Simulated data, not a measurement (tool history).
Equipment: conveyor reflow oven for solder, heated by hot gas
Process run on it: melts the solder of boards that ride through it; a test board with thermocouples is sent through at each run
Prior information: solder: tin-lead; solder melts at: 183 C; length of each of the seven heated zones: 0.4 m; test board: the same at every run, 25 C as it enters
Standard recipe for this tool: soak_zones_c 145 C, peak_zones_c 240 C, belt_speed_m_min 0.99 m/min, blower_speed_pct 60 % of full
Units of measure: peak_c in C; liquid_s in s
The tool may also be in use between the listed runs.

run     day  soak_zones_c  peak_zones_c  belt_speed_m_min  blower_speed_pct  peak_c  liquid_s
  1       0           145           240              0.99                60   217.7        37
  2   0.625           145           240              0.99                60   217.4      37.3
  3   1.021           145           248              0.99                60   224.1      40.4
  4   1.588           145           240              0.99                60   217.6      37.4
  5   2.375           145           240              0.99                60   217.9      37.2
  6   2.967           145           240              0.99                60   217.6      37.2
      3.367  -- flux residue cleaned out of gas plates and filters
  7    3.85           145           245              0.99                60   223.8      40.3
  8   4.342           145           245              0.99                60   223.1      40.2
  9   4.846           145           240              0.99                60   219.3      38.3
 10   5.467           145           240              0.99                60   219.3      38.5
 11   6.175           145           240              0.99                60   219.3      38.4
 12   6.992           145           240              0.99                60   219.1      38.2
 13   7.554           145           240              0.99                60   219.2      38.4
 14   8.129           145           240              0.99                79   223.3      40.3
 15   8.871           145           240              0.99                79   223.2      40.5
 16   9.454           156           240             1.179                76   218.8      34.2
 17      10           146           240              0.99                85   224.2      41.1
 18  10.371           145           240             1.166                61   212.4      28.9
 19  11.162           145           240             1.166                61   212.4      28.8
 20  11.612           145           240             1.166                61   212.6      28.8
 21  12.388           134           240              0.99                60   216.4      34.2
 22  12.946           145           250             0.927                60   229.6        46
 23  13.571           149           237             0.921                60   219.9      43.2
 24  13.992           143           237             0.921                60     219      40.6
 25  14.425           142           253             0.921                60   231.7      46.5
 26  14.817           145           238             1.161                82   215.8      30.6
 27  15.404           145           238             1.161                82   215.5        31
 28  16.096           139           240              0.99                78   221.4      38.1
 29  16.646           139           240              0.99                78   221.5      38.2
 30  17.267           139           240              0.99                78   221.3      38.1

Below are 4 alternative next runs, each starting from the tool's condition after run 30. Predict each:
  A  17.683           145           233              0.99                59       ?         ?
  B  17.683           139           254             1.132                57       ?         ?
  C  17.683           156           240              0.99                57       ?         ?
  D  17.683           154           252              0.99                83       ?         ?

run  peak_c  liquid_s
  A     213      34.8
  B   221.3      32.7
  C   220.8      42.3
  D   234.8      47.1
The same runs, with their run-to-run variation unchanged, on a tool lacking any hidden condition would have given:
run  peak_c  liquid_s
  A     212      34.3
  B   220.8      32.3
  C   219.8      41.6
  D   233.9      46.5
